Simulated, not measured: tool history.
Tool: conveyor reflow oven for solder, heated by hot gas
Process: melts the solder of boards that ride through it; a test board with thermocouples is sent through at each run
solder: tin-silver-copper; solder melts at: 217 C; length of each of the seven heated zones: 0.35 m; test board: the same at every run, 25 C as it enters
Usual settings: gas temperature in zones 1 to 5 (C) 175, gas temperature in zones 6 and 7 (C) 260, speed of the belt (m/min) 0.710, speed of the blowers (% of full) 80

run   hour  gas temperature in zones 1 to 5 (C)  gas temperature in zones 6 and 7 (C)  speed of the belt (m/min)  speed of the blowers (% of full)  highest temperature of the board (C)  time above the solder's melting point (s)
  1    0.0                                  175                                   260                      0.710                                80                                 248.8                                       43.5
  2   78.9                                  175                                   260                      0.710                                80                                 248.9                                       43.2
  3  135.3                                  175                                   260                      0.681                                80                                 249.8                                       46.5
  4  209.2                                  175                                   260                      0.710                                80                                 249.2                                       43.3
  5  253.2                                  180                                   260                      0.710                                80                                 249.7                                       45.6
  6  318.4                                  180                                   252                      0.710                                59                                 239.9                                       37.5
  7  364.2                                  180                                   252                      0.710                                59                                 239.5                                       37.7
  8  412.7                                  169                                   253                      0.598                                70                                 243.8                                       48.2
  9  468.1                                  180                                   257                      0.828                                80                                 243.1                                       34.9
 10  535.8                                  190                                   257                      0.828                                78                                 244.1                                       38.5

Not shown: 2 entries that the log had between the listed runs. Between which runs, and how does the tool's hidden state differ before and after?
Between runs 1 and 2: flux residue cleaned out of gas plates and filters (hour 53.1)
  heat that the gas passes to the board, % of a clean oven's: 99.8 -> 99.9; true gas temperature in zones 6 and 7 over the reading, C: 0.05 -> 0.06
Between runs 7 and 8: flux residue cleaned out of gas plates and filters (hour 392.2)
  heat that the gas passes to the board, % of a clean oven's: 99.8 -> 100; belt's true speed, % of the reading: 99.97 -> 99.96
